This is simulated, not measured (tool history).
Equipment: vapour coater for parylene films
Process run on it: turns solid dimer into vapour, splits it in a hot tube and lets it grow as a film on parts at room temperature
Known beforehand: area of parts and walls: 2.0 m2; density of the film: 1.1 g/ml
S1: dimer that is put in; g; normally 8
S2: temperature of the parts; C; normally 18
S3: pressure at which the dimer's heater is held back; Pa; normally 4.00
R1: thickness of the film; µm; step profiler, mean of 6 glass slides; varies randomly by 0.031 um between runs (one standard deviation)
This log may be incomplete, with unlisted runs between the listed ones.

{"run": 1, "hour": 0.0, "S1": 8, "S2": 18, "S3": 4.0, "R1": 2.83}
{"run": 2, "hour": 41.5, "S1": 8, "S2": 18, "S3": 4.0, "R1": 2.85}
{"run": 3, "hour": 71.4, "S1": 8, "S2": 25, "S3": 4.0, "R1": 2.46}
{"hour": 93.2, "done": "table's thermometer calibrated"}
{"run": 4, "hour": 97.5, "S1": 8, "S2": 22, "S3": 4.0, "R1": 2.6}
{"hour": 110.4, "done": "trap's valve overhauled"}
{"run": 5, "hour": 140.1, "S1": 8, "S2": 22, "S3": 4.0, "R1": 2.65}
{"run": 6, "hour": 158.5, "S1": 8, "S2": 22, "S3": 4.0, "R1": 2.65}
{"run": 7, "hour": 197.8, "S1": 8, "S2": 22, "S3": 4.0, "R1": 2.64}
{"run": 8, "hour": 224.2, "S1": 8, "S2": 18, "S3": 4.9, "R1": 2.82}
{"run": 9, "hour": 256.7, "S1": 3, "S2": 18, "S3": 4.0, "R1": 1.06}
{"run": 10, "hour": 286.4, "S1": 8, "S2": 18, "S3": 4.0, "R1": 2.93}
{"run": 11, "hour": 310.4, "S1": 8, "S2": 18, "S3": 4.0, "R1": 2.88}
{"run": 12, "hour": 339.0, "S1": 8, "S2": 18, "S3": 4.0, "R1": 2.89}
{"run": 13, "hour": 380.5, "S1": 8, "S2": 18, "S3": 4.0, "R1": 2.9}
{"run": 14, "hour": 416.9, "S1": 8, "S2": 18, "S3": 4.0, "R1": 2.88}
{"run": 15, "hour": 441.1, "S1": 8, "S2": 18, "S3": 4.0, "R1": 2.86}
{"run": 16, "hour": 476.3, "S1": 8, "S2": 25, "S3": 4.0, "R1": 2.45}
{"run": 17, "hour": 516.8, "S1": 4, "S2": 18, "S3": 4.0, "R1": 1.44}
{"run": 18, "hour": 548.8, "S1": 4, "S2": 18, "S3": 4.0, "R1": 1.43}
{"run": 19, "hour": 572.7, "S1": 9, "S2": 18, "S3": 4.0, "R1": 3.29}
{"run": 20, "hour": 601.9, "S1": 9, "S2": 18, "S3": 4.0, "R1": 3.27}
{"hour": 612.8, "done": "trap's valve overhauled"}
{"run": 21, "hour": 639.3, "S1": 5, "S2": 19, "S3": 8.85, "R1": 1.68}
{"run": 22, "hour": 675.5, "S1": 5, "S2": 22, "S3": 8.85, "R1": 1.55}
{"run": 23, "hour": 711.0, "S1": 10, "S2": 15, "S3": 7.22, "R1": 3.63}
{"run": 24, "hour": 747.4, "S1": 14, "S2": 11, "S3": 4.0, "R1": 5.89}
{"run": 25, "hour": 771.9, "S1": 14, "S2": 13, "S3": 4.0, "R1": 5.63}
{"run": 26, "hour": 811.7, "S1": 6, "S2": 18, "S3": 2.57, "R1": 2.2}
{"run": 27, "hour": 851.3, "S1": 8, "S2": 15, "S3": 2.93, "R1": 3.2}
{"run": 28, "hour": 884.2, "S1": 4, "S2": 22, "S3": 4.79, "R1": 1.26}
{"run": 29, "hour": 922.5, "S1": 5, "S2": 18, "S3": 5.52, "R1": 1.78}
{"run": 30, "hour": 949.3, "S1": 5, "S2": 18, "S3": 5.52, "R1": 1.76}
{"run": 31, "hour": 982.7, "S1": 4, "S2": 17, "S3": 8.33, "R1": 1.36}
{"run": 32, "hour": 1000.7, "S1": 4, "S2": 17, "S3": 8.33, "R1": 1.38}
{"run": 33, "hour": 1040.6, "S1": 4, "S2": 15, "S3": 2.12, "R1": 1.59}
{"run": 34, "hour": 1071.8, "S1": 8, "S2": 12, "S3": 9.29, "R1": 3.08}
{"hour": 1116.9, "done": "trap's valve overhauled"}
{"run": 35, "hour": 1117.1, "S1": 12, "S2": 13, "S3": 6.25, "R1": 4.63}
{"run": 36, "hour": 1159.4, "S1": 10, "S2": 12, "S3": 9.26, "R1": 3.84}
{"run": 37, "hour": 1199.2, "S1": 6, "S2": 11, "S3": 5.74, "R1": 2.43}
{"run": 38, "hour": 1228.3, "S1": 6, "S2": 11, "S3": 9.62, "R1": 2.42}
{"run": 39, "hour": 1267.6, "S1": 6, "S2": 11, "S3": 9.62, "R1": 2.34}

Forecast each of these 4 alternatives for the next run:
{"run": "A", "hour": 1302.9, "S1": 6, "S2": 11, "S3": 6.8, "R1": "?"}
{"run": "B", "hour": 1302.9, "S1": 6, "S2": 11, "S3": 2.35, "R1": "?"}
{"run": "C", "hour": 1302.9, "S1": 8, "S2": 19, "S3": 3.16, "R1": "?"}
{"run": "D", "hour": 1302.9, "S1": 4, "S2": 11, "S3": 6.7, "R1": "?"}

run=A R1=2.45
run=B R1=2.58
run=C R1=2.86
run=D R1=1.62
What these runs would have given with no unlogged condition in the tool:
run=A R1=2.45
run=B R1=2.59
run=C R1=2.87
run=D R1=1.63
